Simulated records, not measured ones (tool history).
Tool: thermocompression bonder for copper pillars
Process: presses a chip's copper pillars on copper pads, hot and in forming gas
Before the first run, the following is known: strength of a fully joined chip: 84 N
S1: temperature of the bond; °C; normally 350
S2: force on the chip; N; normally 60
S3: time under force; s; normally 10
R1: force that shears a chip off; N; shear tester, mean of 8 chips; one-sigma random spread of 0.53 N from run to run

run   hour   S1  S2  S3    R1
  1      0  350  60  10  33.8
  2   40.9  350  60  10    34
  3   83.8  350  60  10    34
  4  140.3  350  60  10  34.1
  5  191.5  374  60  10  43.7
  6  224.2  374  60  10  44.1
  7  275.9  374  60   5  33.9
     282.5  -- heater calibrated with a thermocouple chip
  8  321.4  374  50   5  28.7
  9  366.8  322  63  14  29.3
 10  409.2  350  51  24    41
       454  -- heater calibrated with a thermocouple chip, once more
 11  465.5  372  71  15  54.2
 12  508.8  372  47  14  37.6
 13  535.3  346  75  10  39.3
 14  563.4  321  60   9  20.9
 15  589.5  331  60  25    38

Forecast each of these 4 alternatives for the next run:
  A  645.2  375  87  10   ?
  B  645.2  331  72  15   ?
  C  645.2  350  60  26   ?
  D  645.2  350  41  10   ?

run    R1
  A  55.8
  B    37
  C    46
  D  22.9
What these runs would have given with no unlogged condition in the tool:
run    R1
  A  55.7
  B  36.5
  C  45.6
  D  22.5
